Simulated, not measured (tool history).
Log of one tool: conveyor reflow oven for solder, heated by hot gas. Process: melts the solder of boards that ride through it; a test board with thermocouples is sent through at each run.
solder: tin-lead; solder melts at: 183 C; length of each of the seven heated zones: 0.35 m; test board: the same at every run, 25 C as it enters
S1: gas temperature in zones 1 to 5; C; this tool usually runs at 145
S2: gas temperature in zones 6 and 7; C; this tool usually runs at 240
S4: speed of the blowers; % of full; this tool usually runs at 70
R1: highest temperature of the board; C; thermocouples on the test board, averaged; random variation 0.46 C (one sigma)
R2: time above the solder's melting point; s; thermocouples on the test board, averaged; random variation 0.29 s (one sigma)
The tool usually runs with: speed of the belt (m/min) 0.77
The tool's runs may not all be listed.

run 1 hour=0 | S1=145 S2=240 speed_of_the_belt_(m/min)=0.77 S4=70 | R1=221.5 R2=44.6
run 2 hour=15.7 | S1=145 S2=234 speed_of_the_belt_(m/min)=0.77 S4=70 | R1=217.5 R2=42
run 3 hour=30.4 | S1=145 S2=240 speed_of_the_belt_(m/min)=0.902 S4=70 | R1=216.5 R2=35.8
run 4 hour=38.3 | S1=145 S2=240 speed_of_the_belt_(m/min)=0.726 S4=70 | R1=224.5 R2=49
run 5 hour=47.9 | S1=145 S2=240 speed_of_the_belt_(m/min)=0.77 S4=70 | R1=222.1 R2=45
-- hour=54.4 flux residue cleaned out of gas plates and filters
run 6 hour=63.6 | S1=145 S2=240 speed_of_the_belt_(m/min)=0.77 S4=77 | R1=223.3 R2=45.1
run 7 hour=72 | S1=133 S2=240 speed_of_the_belt_(m/min)=0.77 S4=70 | R1=219.6 R2=40.7
run 8 hour=80.1 | S1=160 S2=251 speed_of_the_belt_(m/min)=0.74 S4=73 | R1=235.6 R2=56.6
-- hour=88.6 flux residue cleaned out of gas plates and filters, once more
run 9 hour=92.2 | S1=151 S2=251 speed_of_the_belt_(m/min)=0.74 S4=78 | R1=236.5 R2=54.9
run 10 hour=106.7 | S1=145 S2=240 speed_of_the_belt_(m/min)=0.664 S4=70 | R1=228 R2=55.9
run 11 hour=118.8 | S1=147 S2=240 speed_of_the_belt_(m/min)=0.899 S4=56 | R1=214.5 R2=34.3
run 12 hour=132.2 | S1=134 S2=240 speed_of_the_belt_(m/min)=0.899 S4=56 | R1=211.3 R2=29.7
run 13 hour=144.5 | S1=141 S2=240 speed_of_the_belt_(m/min)=0.682 S4=70 | R1=226.8 R2=52.5

What if the next run were any one of these 4? Each begins from the tool's condition after run 13:
run A hour=157.4 | S1=145 S2=242 speed_of_the_belt_(m/min)=0.77 S4=86 | R1=? R2=?
run B hour=157.4 | S1=140 S2=252 speed_of_the_belt_(m/min)=0.815 S4=70 | R1=? R2=?
run C hour=157.4 | S1=149 S2=240 speed_of_the_belt_(m/min)=0.77 S4=70 | R1=? R2=?
run D hour=157.4 | S1=145 S2=240 speed_of_the_belt_(m/min)=0.77 S4=69 | R1=? R2=?

run=A R1=228.6 R2=48.3
run=B R1=230.9 R2=44.7
run=C R1=223.8 R2=47.4
run=D R1=223.5 R2=46
Stripped of hidden state, with their random variation kept, the same runs would have yielded:
run=A R1=229.6 R2=48.4
run=B R1=232 R2=44.8
run=C R1=224.8 R2=47.6
run=D R1=224.5 R2=46.2

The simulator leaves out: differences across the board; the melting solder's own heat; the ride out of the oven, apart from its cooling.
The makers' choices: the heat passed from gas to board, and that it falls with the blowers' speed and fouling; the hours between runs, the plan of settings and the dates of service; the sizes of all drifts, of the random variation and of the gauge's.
